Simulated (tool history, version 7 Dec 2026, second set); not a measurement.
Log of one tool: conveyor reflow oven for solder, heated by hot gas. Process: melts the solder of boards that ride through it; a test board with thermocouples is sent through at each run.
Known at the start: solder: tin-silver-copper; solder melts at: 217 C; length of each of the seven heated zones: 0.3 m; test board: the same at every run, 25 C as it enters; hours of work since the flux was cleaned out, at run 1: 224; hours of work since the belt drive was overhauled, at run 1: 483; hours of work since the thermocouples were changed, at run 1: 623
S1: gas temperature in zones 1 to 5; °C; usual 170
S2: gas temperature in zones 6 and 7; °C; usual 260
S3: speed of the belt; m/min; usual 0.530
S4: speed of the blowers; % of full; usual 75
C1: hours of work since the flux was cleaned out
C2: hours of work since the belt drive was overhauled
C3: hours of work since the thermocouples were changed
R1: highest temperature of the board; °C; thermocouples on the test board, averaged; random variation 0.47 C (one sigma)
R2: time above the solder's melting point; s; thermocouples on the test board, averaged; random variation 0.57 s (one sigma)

Run 1, day 0.000: usual settings; C1 224; C2 483; C3 623. Result: R1 243.9 °C, R2 44.5 s.
Run 2, day 2.704: usual settings; C1 271; C2 529; C3 670. Result: R1 244.3 °C, R2 44.2 s.
Run 3, day 4.912: usual settings but S3 0.535 m/min; C1 309; C2 568; C3 708. Result: R1 243.8 °C, R2 43.7 s.
At day 7.346: flux residue cleaned out of gas plates and filters.
Run 4, day 8.412: usual settings but S1 164 °C; C1 18; C2 625; C3 765. Result: R1 245.8 °C, R2 45.3 s.
Run 5, day 11.533: usual settings; C1 73; C2 679; C3 819. Result: R1 246.5 °C, R2 47.8 s.
Run 6, day 15.350: usual settings but S1 159 °C; C1 139; C2 745; C3 886. Result: R1 244.4 °C, R2 41.1 s.
At day 16.383: belt drive overhauled, speed set with a stopwatch.
Run 7, day 18.850: usual settings but S1 157 °C; C1 197; C2 43; C3 943. Result: R1 242.7 °C, R2 38.1 s.
Run 8, day 21.746: usual settings but S1 157 °C, S3 0.582 m/min; C1 247; C2 93; C3 994. Result: R1 238.1 °C, R2 31.0 s.
Run 9, day 24.008: usual settings but S3 0.636 m/min; C1 286; C2 132; C3 1033. Result: R1 238.0 °C, R2 30.0 s.
Run 10, day 26.346: usual settings but S3 0.636 m/min; C1 327; C2 173; C3 1074. Result: R1 236.6 °C, R2 29.1 s.
At day 27.971: flux residue cleaned out of gas plates and filters.
Run 11, day 28.738: usual settings but S3 0.636 m/min; C1 13; C2 211; C3 1111. Result: R1 240.5 °C, R2 34.2 s.
Run 12, day 31.408: usual settings but S2 256 °C; C1 60; C2 257; C3 1158. Result: R1 244.1 °C, R2 43.3 s.
Run 13, day 33.088: usual settings; C1 89; C2 286; C3 1187. Result: R1 246.3 °C, R2 45.8 s.
Run 14, day 36.304: usual settings; C1 145; C2 342; C3 1243. Result: R1 246.6 °C, R2 46.0 s.
Run 15, day 39.258: usual settings; C1 196; C2 393; C3 1294. Result: R1 246.0 °C, R2 44.9 s.
Run 16, day 41.338: usual settings; C1 232; C2 429; C3 1330. Result: R1 245.4 °C, R2 45.9 s.
Run 17, day 44.608: usual settings but S1 176 °C, S2 254 °C; C1 289; C2 486; C3 1387. Result: R1 241.1 °C, R2 43.8 s.
At day 46.608: thermocouples of zones 6 and 7 changed.
At day 48.308: flux residue cleaned out of gas plates and filters.
Run 18, day 48.308: usual settings but S1 169 °C, S4 53 % of full; C1 0; C2 545; C3 26. Result: R1 237.5 °C, R2 35.6 s.
Run 19, day 50.358: usual settings but S3 0.585 m/min; C1 36; C2 581; C3 61. Result: R1 242.4 °C, R2 39.2 s.
Run 20, day 54.112: usual settings but S1 173 °C, S2 257 °C, S3 0.585 m/min; C1 101; C2 646; C3 127. Result: R1 239.3 °C, R2 37.2 s.
Run 21, day 57.517: usual settings but S1 173 °C, S2 257 °C, S3 0.585 m/min; C1 160; C2 705; C3 186. Result: R1 239.7 °C, R2 35.9 s.

Run 22 comes next. What will it give?
Run 22, day 59.796: usual settings but S1 158 °C, S2 257 °C, S3 0.585 m/min; C1 199; C2 744; C3 225. Result: R1 ?, R2 ?.

R1: 236.0 °C
R2: 30.1 s
Without the tool's hidden state the same run would have given R1 237.8 °C, R2 31.7 s.
